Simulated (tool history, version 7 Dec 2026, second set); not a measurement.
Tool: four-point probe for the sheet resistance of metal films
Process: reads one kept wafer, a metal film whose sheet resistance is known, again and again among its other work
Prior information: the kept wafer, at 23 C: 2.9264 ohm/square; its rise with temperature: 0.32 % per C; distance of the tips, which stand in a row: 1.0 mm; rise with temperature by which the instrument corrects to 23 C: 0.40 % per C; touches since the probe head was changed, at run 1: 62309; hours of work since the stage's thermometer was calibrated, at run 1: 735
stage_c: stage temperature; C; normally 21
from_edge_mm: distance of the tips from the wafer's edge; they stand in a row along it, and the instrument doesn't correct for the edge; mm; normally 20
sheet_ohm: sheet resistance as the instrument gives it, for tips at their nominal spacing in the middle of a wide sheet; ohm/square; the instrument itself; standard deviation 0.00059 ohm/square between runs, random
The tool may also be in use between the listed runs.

run,hour,stage_c,from_edge_mm,touches since the probe head was changed,hours of work since the stage's thermometer was calibrated,sheet_ohm
1,0.0,21,20,62309,735,2.922043
2,39.5,21,20,63782,756,2.920567
3,90.4,21,20,65682,783,2.921089
4,142.1,21,20,67609,811,2.920280
5,205.9,21,20,69989,845,2.919559
6,248.7,34,20,71586,868,2.891932
7,276.4,21,20,72617,882,2.920394
8,327.4,21,20,74521,910,2.920080
9,363.2,21,20,75855,929,2.918945
10,392.6,21,20,76950,944,2.919356
11,442.6,30,20,78816,971,2.899144
12,489.4,30,20,80563,996,2.899104
13,519.3,30,20,81676,1012,2.898840
14,559.1,30,20,83159,1033,2.897672
15,606.4,30,20,84923,1058,2.898038
16,663.4,21,20,87049,1089,2.918529
17,726.8,21,20,89416,1123,2.918024
18,783.6,21,20,91533,1153,2.917076
19,832.3,21,11,93348,1179,2.926201
20,878.1,33,20,95059,1203,2.889541
21,927.3,21,19,96892,1230,2.917212
22,983.0,21,20,98968,1259,2.915794
23,1016.5,21,6,100221,1277,2.955178
24,1074.6,21,6,102387,1308,2.955272
25,1109.3,29,42,103678,1327,2.895157
26,1145.2,29,42,105017,1346,2.894217
27,1182.5,26,12,106411,1366,2.911878
28,1249.2,26,3,108898,1402,3.063392
29,1281.8,30,54,110112,1419,2.890596
30,1342.6,30,54,112382,1451,2.890954
31,1407.5,28,5,114800,1486,2.955091
32,1445.2,28,5,116208,1506,2.956212
33,1487.2,27,26,117773,1529,2.898244
34,1528.8,24,20,119324,1551,2.907325
35,1589.5,24,20,121588,1583,2.906398
36,1620.8,24,20,122756,1600,2.905530
37,1676.9,27,20,124847,1630,2.899900
38,1739.0,30,15,127165,1663,2.895346
39,1773.6,30,15,128454,1681,2.896786
40,1816.8,21,58,130067,1705,2.909005
41,1868.4,21,58,131989,1732,2.908432
42,1896.3,21,58,133031,1747,2.908370
# hour 1935.8: stage's thermometer calibrated
43,1961.5,21,58,135442,14,2.903439
44,2005.6,21,58,137088,37,2.902855

Take each entry between the runs: how does the hidden state at the last listed run before it differ from the hidden state at the first listed run after it?
Run 42 -> run 43: stage's thermometer calibrated (hour 1935.8)
  inner tips' distance over the nominal, %: -0.892 -> -0.905; tips' flats over new ones', %: 36 -> 37; wafer's true temperature over the reading, C: 0.56 -> 0.07
  measured minus no-state result, sheet_ohm: -0.023111 -> -0.028034 ohm/square
